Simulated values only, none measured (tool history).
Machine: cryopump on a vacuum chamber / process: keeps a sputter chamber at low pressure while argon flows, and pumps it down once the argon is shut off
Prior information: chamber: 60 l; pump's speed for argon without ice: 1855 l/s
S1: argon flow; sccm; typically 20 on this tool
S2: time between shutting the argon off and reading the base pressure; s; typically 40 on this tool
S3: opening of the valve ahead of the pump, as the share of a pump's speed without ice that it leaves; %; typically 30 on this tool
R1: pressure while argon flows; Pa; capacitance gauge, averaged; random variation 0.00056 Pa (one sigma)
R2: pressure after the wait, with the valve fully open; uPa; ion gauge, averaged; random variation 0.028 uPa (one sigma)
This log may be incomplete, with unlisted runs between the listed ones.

| run | day | S1 | S2 | S3 | R1 | R2 |
|---|---|---|---|---|---|---|
| 1 | 0 | 20 | 40 | 30 | 0.0607 | 2.27 |
| 2 | 1.075 | 20 | 23 | 30 | 0.0609 | 3.12 |
| 3 | 3.092 | 20 | 23 | 30 | 0.062 | 3.21 |
| 4 | 4.612 | 9 | 40 | 30 | 0.0281 | 2.37 |
| 5 | 5.692 | 20 | 40 | 26 | 0.0711 | 2.39 |
|  | 6.562 | leaking fittings of the chamber tightened, without venting |
| 6 | 7.833 | 20 | 40 | 30 | 0.0631 | 1.37 |
| 7 | 9.342 | 20 | 40 | 30 | 0.0626 | 1.37 |
| 8 | 11.388 | 20 | 40 | 30 | 0.0641 | 1.38 |
| 9 | 12.358 | 20 | 40 | 30 | 0.0642 | 1.44 |
| 10 | 13.708 | 20 | 113 | 30 | 0.0632 | 0.66 |
| 11 | 14.788 | 10 | 40 | 30 | 0.0328 | 1.39 |
| 12 | 15.708 | 10 | 40 | 30 | 0.0316 | 1.49 |
| 13 | 17.875 | 20 | 256 | 30 | 0.0656 | 0.44 |
| 14 | 20.117 | 20 | 256 | 30 | 0.0661 | 0.51 |
| 15 | 21.867 | 20 | 256 | 30 | 0.0654 | 0.5 |
| 16 | 22.971 | 20 | 40 | 30 | 0.0663 | 1.5 |
| 17 | 24.808 | 20 | 40 | 30 | 0.0666 | 1.49 |
| 18 | 25.788 | 20 | 40 | 30 | 0.0677 | 1.54 |
| 19 | 27.708 | 21 | 24 | 29 | 0.0742 | 2.23 |
| 20 | 29.7 | 13 | 24 | 30 | 0.0444 | 2.3 |
| 21 | 31.171 | 13 | 24 | 30 | 0.0444 | 2.33 |
| 22 | 32.583 | 17 | 143 | 30 | 0.0593 | 0.76 |
| 23 | 34.3 | 17 | 143 | 30 | 0.0595 | 0.77 |
| 24 | 36.004 | 12 | 40 | 30 | 0.0423 | 1.7 |
|  | 37.454 | pump warmed up, emptied and cooled again |
| 25 | 38.096 | 25 | 147 | 23 | 0.0999 | 0.62 |
| 26 | 40.179 | 25 | 147 | 23 | 0.0998 | 0.66 |
| 27 | 42.288 | 12 | 122 | 27 | 0.04 | 0.71 |
| 28 | 44.388 | 12 | 226 | 27 | 0.0409 | 0.57 |
| 29 | 46.592 | 12 | 200 | 27 | 0.0411 | 0.61 |
| 30 | 47.817 | 12 | 200 | 27 | 0.0413 | 0.63 |
| 31 | 49.083 | 12 | 200 | 27 | 0.0413 | 0.65 |
| 32 | 51.1 | 12 | 200 | 27 | 0.043 | 0.67 |
| 33 | 52.05 | 24 | 41 | 27 | 0.086 | 1.6 |

Here are 3 independent what-if runs from the current tool condition. What would each one return?
| A | 53.058 | 12 | 41 | 27 | ? | ? |
| B | 53.058 | 13 | 178 | 27 | ? | ? |
| C | 53.058 | 8 | 22 | 56 | ? | ? |

| run | R1 | R2 |
|---|---|---|
| A | 0.042 | 1.59 |
| B | 0.0463 | 0.7 |
| C | 0.0139 | 2.58 |
Take away the tool's hidden state, keep each run's random variation, and the runs would have read:
| run | R1 | R2 |
|---|---|---|
| A | 0.0398 | 1.3 |
| B | 0.0439 | 0.41 |
| C | 0.0124 | 2.29 |
